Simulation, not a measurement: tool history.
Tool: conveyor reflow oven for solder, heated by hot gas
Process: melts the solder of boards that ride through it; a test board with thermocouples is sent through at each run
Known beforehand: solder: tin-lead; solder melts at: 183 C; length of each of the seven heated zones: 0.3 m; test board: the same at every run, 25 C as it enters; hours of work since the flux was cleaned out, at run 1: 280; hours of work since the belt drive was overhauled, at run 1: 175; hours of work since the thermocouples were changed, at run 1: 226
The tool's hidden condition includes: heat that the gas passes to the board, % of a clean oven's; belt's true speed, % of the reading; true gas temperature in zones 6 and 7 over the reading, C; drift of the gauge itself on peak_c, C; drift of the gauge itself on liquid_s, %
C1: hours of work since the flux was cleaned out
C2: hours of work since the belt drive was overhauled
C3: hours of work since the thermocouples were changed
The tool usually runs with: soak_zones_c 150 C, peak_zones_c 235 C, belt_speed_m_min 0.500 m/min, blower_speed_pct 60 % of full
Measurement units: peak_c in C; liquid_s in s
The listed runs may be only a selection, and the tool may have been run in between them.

{"run": 1, "hour": 0.0, "soak_zones_c": 150, "peak_zones_c": 235, "belt_speed_m_min": 0.5, "blower_speed_pct": 60, "C1": 280, "C2": 175, "C3": 226, "peak_c": 213.7, "liquid_s": 54.54}
{"hour": 12.1, "done": "flux residue cleaned out of gas plates and filters"}
{"run": 2, "hour": 17.4, "soak_zones_c": 150, "peak_zones_c": 235, "belt_speed_m_min": 0.5, "blower_speed_pct": 60, "C1": 4, "C2": 183, "C3": 235, "peak_c": 215.1, "liquid_s": 56.17}
{"run": 3, "hour": 38.0, "soak_zones_c": 150, "peak_zones_c": 235, "belt_speed_m_min": 0.5, "blower_speed_pct": 60, "C1": 18, "C2": 197, "C3": 249, "peak_c": 215.0, "liquid_s": 56.13}
{"run": 4, "hour": 51.0, "soak_zones_c": 150, "peak_zones_c": 235, "belt_speed_m_min": 0.5, "blower_speed_pct": 60, "C1": 26, "C2": 206, "C3": 257, "peak_c": 215.0, "liquid_s": 56.07}
{"run": 5, "hour": 71.5, "soak_zones_c": 150, "peak_zones_c": 235, "belt_speed_m_min": 0.5, "blower_speed_pct": 60, "C1": 40, "C2": 220, "C3": 271, "peak_c": 215.2, "liquid_s": 56.11}
{"run": 6, "hour": 97.5, "soak_zones_c": 150, "peak_zones_c": 235, "belt_speed_m_min": 0.5, "blower_speed_pct": 60, "C1": 58, "C2": 238, "C3": 289, "peak_c": 215.1, "liquid_s": 55.87}
{"run": 7, "hour": 113.5, "soak_zones_c": 150, "peak_zones_c": 235, "belt_speed_m_min": 0.5, "blower_speed_pct": 60, "C1": 69, "C2": 248, "C3": 300, "peak_c": 214.9, "liquid_s": 55.79}
{"run": 8, "hour": 129.2, "soak_zones_c": 150, "peak_zones_c": 235, "belt_speed_m_min": 0.5, "blower_speed_pct": 60, "C1": 79, "C2": 259, "C3": 310, "peak_c": 214.8, "liquid_s": 55.74}
{"run": 9, "hour": 150.1, "soak_zones_c": 150, "peak_zones_c": 235, "belt_speed_m_min": 0.5, "blower_speed_pct": 60, "C1": 93, "C2": 273, "C3": 324, "peak_c": 214.7, "liquid_s": 55.63}
{"run": 10, "hour": 171.9, "soak_zones_c": 150, "peak_zones_c": 235, "belt_speed_m_min": 0.5, "blower_speed_pct": 60, "C1": 108, "C2": 288, "C3": 339, "peak_c": 214.8, "liquid_s": 55.68}
{"run": 11, "hour": 198.8, "soak_zones_c": 150, "peak_zones_c": 235, "belt_speed_m_min": 0.5, "blower_speed_pct": 60, "C1": 126, "C2": 306, "C3": 357, "peak_c": 214.5, "liquid_s": 55.28}
{"run": 12, "hour": 219.3, "soak_zones_c": 150, "peak_zones_c": 235, "belt_speed_m_min": 0.5, "blower_speed_pct": 60, "C1": 140, "C2": 320, "C3": 371, "peak_c": 214.5, "liquid_s": 55.4}
{"run": 13, "hour": 240.2, "soak_zones_c": 150, "peak_zones_c": 235, "belt_speed_m_min": 0.5, "blower_speed_pct": 60, "C1": 154, "C2": 334, "C3": 385, "peak_c": 214.5, "liquid_s": 55.27}
{"run": 14, "hour": 259.1, "soak_zones_c": 150, "peak_zones_c": 235, "belt_speed_m_min": 0.5, "blower_speed_pct": 60, "C1": 167, "C2": 347, "C3": 398, "peak_c": 214.1, "liquid_s": 55.34}
{"run": 15, "hour": 271.2, "soak_zones_c": 150, "peak_zones_c": 235, "belt_speed_m_min": 0.454, "blower_speed_pct": 68, "C1": 175, "C2": 355, "C3": 406, "peak_c": 219.5, "liquid_s": 66.47}
{"hour": 276.9, "done": "belt drive overhauled, speed set with a stopwatch"}
{"run": 16, "hour": 292.2, "soak_zones_c": 150, "peak_zones_c": 235, "belt_speed_m_min": 0.529, "blower_speed_pct": 77, "C1": 187, "C2": 10, "C3": 418, "peak_c": 217.5, "liquid_s": 54.96}
{"run": 17, "hour": 306.4, "soak_zones_c": 150, "peak_zones_c": 235, "belt_speed_m_min": 0.529, "blower_speed_pct": 77, "C1": 196, "C2": 20, "C3": 427, "peak_c": 217.2, "liquid_s": 55.09}
{"run": 18, "hour": 328.1, "soak_zones_c": 138, "peak_zones_c": 235, "belt_speed_m_min": 0.529, "blower_speed_pct": 77, "C1": 211, "C2": 35, "C3": 442, "peak_c": 214.7, "liquid_s": 48.96}
{"run": 19, "hour": 345.9, "soak_zones_c": 141, "peak_zones_c": 245, "belt_speed_m_min": 0.458, "blower_speed_pct": 52, "C1": 223, "C2": 47, "C3": 454, "peak_c": 220.5, "liquid_s": 61.97}
{"run": 20, "hour": 369.3, "soak_zones_c": 141, "peak_zones_c": 245, "belt_speed_m_min": 0.458, "blower_speed_pct": 52, "C1": 239, "C2": 62, "C3": 470, "peak_c": 220.0, "liquid_s": 61.95}
{"run": 21, "hour": 389.8, "soak_zones_c": 141, "peak_zones_c": 245, "belt_speed_m_min": 0.458, "blower_speed_pct": 52, "C1": 253, "C2": 76, "C3": 484, "peak_c": 220.2, "liquid_s": 61.69}
{"run": 22, "hour": 414.1, "soak_zones_c": 141, "peak_zones_c": 245, "belt_speed_m_min": 0.458, "blower_speed_pct": 52, "C1": 269, "C2": 93, "C3": 500, "peak_c": 220.2, "liquid_s": 61.71}
{"hour": 435.1, "done": "belt drive overhauled, speed set with a stopwatch, once more"}
{"hour": 447.2, "done": "flux residue cleaned out of gas plates and filters"}
{"run": 23, "hour": 448.1, "soak_zones_c": 145, "peak_zones_c": 235, "belt_speed_m_min": 0.5, "blower_speed_pct": 87, "C1": 1, "C2": 5, "C3": 517, "peak_c": 220.6, "liquid_s": 59.03}
{"run": 24, "hour": 475.5, "soak_zones_c": 152, "peak_zones_c": 235, "belt_speed_m_min": 0.501, "blower_speed_pct": 87, "C1": 19, "C2": 24, "C3": 536, "peak_c": 221.6, "liquid_s": 62.08}
{"run": 25, "hour": 487.4, "soak_zones_c": 152, "peak_zones_c": 231, "belt_speed_m_min": 0.501, "blower_speed_pct": 85, "C1": 27, "C2": 32, "C3": 544, "peak_c": 217.5, "liquid_s": 59.54}
{"run": 26, "hour": 499.5, "soak_zones_c": 147, "peak_zones_c": 228, "belt_speed_m_min": 0.489, "blower_speed_pct": 84, "C1": 35, "C2": 40, "C3": 552, "peak_c": 214.5, "liquid_s": 56.82}
{"run": 27, "hour": 516.2, "soak_zones_c": 143, "peak_zones_c": 227, "belt_speed_m_min": 0.437, "blower_speed_pct": 60, "C1": 47, "C2": 51, "C3": 563, "peak_c": 210.1, "liquid_s": 57.28}
{"run": 28, "hour": 541.2, "soak_zones_c": 153, "peak_zones_c": 235, "belt_speed_m_min": 0.5, "blower_speed_pct": 77, "C1": 64, "C2": 68, "C3": 580, "peak_c": 219.4, "liquid_s": 61.0}

What if the next run were any one of these 5? Each begins from the tool's condition after run 28:
{"hour": 561.9, "done": "thermocouples of zones 6 and 7 changed"}
{"run": "A", "hour": 567.0, "soak_zones_c": 153, "peak_zones_c": 246, "belt_speed_m_min": 0.5, "blower_speed_pct": 77, "C1": 80, "C2": 84, "C3": 3, "peak_c": "?", "liquid_s": "?"}
{"hour": 561.9, "done": "thermocouples of zones 6 and 7 changed"}
{"run": "B", "hour": 567.0, "soak_zones_c": 153, "peak_zones_c": 235, "belt_speed_m_min": 0.5, "blower_speed_pct": 60, "C1": 80, "C2": 84, "C3": 3, "peak_c": "?", "liquid_s": "?"}
{"hour": 561.9, "done": "thermocouples of zones 6 and 7 changed"}
{"run": "C", "hour": 567.0, "soak_zones_c": 137, "peak_zones_c": 235, "belt_speed_m_min": 0.531, "blower_speed_pct": 66, "C1": 80, "C2": 84, "C3": 3, "peak_c": "?", "liquid_s": "?"}
{"hour": 561.9, "done": "thermocouples of zones 6 and 7 changed"}
{"run": "D", "hour": 567.0, "soak_zones_c": 144, "peak_zones_c": 229, "belt_speed_m_min": 0.404, "blower_speed_pct": 77, "C1": 80, "C2": 84, "C3": 3, "peak_c": "?", "liquid_s": "?"}
{"hour": 561.9, "done": "thermocouples of zones 6 and 7 changed"}
{"run": "E", "hour": 567.0, "soak_zones_c": 153, "peak_zones_c": 246, "belt_speed_m_min": 0.5, "blower_speed_pct": 88, "C1": 80, "C2": 84, "C3": 3, "peak_c": "?", "liquid_s": "?"}

run=A peak_c=229.8 liquid_s=66.80
run=B peak_c=215.5 liquid_s=57.38
run=C peak_c=211.8 liquid_s=45.09
run=D peak_c=218.9 liquid_s=72.16
run=E peak_c=232.3 liquid_s=67.80
Take away the tool's hidden state, keep each run's random variation, and the runs would have read:
run=A peak_c=230.7 liquid_s=67.17
run=B peak_c=216.3 liquid_s=58.02
run=C peak_c=212.7 liquid_s=45.96
run=D peak_c=219.6 liquid_s=72.77
run=E peak_c=233.2 liquid_s=68.11
